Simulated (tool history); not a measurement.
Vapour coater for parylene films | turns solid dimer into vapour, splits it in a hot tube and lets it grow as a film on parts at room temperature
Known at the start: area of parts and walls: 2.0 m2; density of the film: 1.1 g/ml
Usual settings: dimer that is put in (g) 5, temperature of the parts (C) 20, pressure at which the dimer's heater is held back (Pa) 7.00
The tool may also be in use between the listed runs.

run    hour  dimer that is put in (g)  temperature of the parts (C)  pressure at which the dimer's heater is held back (Pa)  thickness of the film (nm)
  1     0.0                         5                            20                                                    7.00                        1060
  2    65.3                         5                            20                                                    7.00                        1030
  3   119.4                         5                            20                                                    7.00                        1050
  4   189.3                         5                            22                                                    7.00                         950
  5   250.6                         5                            20                                                    7.00                        1060
  6   316.8                         2                            20                                                    7.00                         420
  7   352.0                         2                            20                                                    7.00                         400
  8   408.2                         2                            20                                                    7.00                         400
  9   450.1                         5                            20                                                    7.00                        1010
 10   501.1                         5                            20                                                    7.00                        1010
      574.5  -- trap's valve overhauled
 11   577.8                         8                            20                                                    7.00                        1740
 12   642.4                         5                            20                                                    7.00                        1080
 13   712.7                         5                            20                                                    7.00                        1090
 14   746.2                         5                            20                                                    2.28                        1340
      799.6  -- table's thermometer calibrated
 15   799.6                         5                            20                                                    7.00                        1080
 16   844.9                         4                            13                                                    3.32                        1320
 17   919.3                         4                            13                                                    7.52                        1100
 18   992.6                         4                            14                                                    2.08                        1380
 19  1026.3                         4                            14                                                    2.08                        1390
 20  1103.1                         2                            12                                                    8.01                         550
 21  1148.3                         2                            22                                                    6.71                         390
 22  1205.0                         3                            22                                                    6.71                         580
 23  1279.1                         6                            19                                                    7.00                        1320
 24  1341.6                         7                            16                                                    7.40                        1640
 25  1374.5                         7                            16                                                    7.40                        1650
 26  1425.8                         7                            20                                                    9.05                        1370
     1480.6  -- trap's valve overhauled
 27  1493.0                         9                            20                                                    3.89                        2180
 28  1557.5                         7                            20                                                    8.23                        1450
 29  1592.3                         7                            20                                                    8.23                        1450

4 ways to go on from here, each from the tool as it stands after run 29. What would each give?
  A  1628.9                         3                            18                                                    9.03                           ?
  B  1628.9                         8                            28                                                    8.23                           ?
  C  1628.9                         6                            24                                                    2.16                           ?
  D  1628.9                         2                            20                                                    7.00                           ?

run  thickness of the film (nm)
  A                         640
  B                        1190
  C                        1380
  D                         400
Without the tool's hidden state the same runs would have given:
run  thickness of the film (nm)
  A                         660
  B                        1230
  C                        1420
  D                         410

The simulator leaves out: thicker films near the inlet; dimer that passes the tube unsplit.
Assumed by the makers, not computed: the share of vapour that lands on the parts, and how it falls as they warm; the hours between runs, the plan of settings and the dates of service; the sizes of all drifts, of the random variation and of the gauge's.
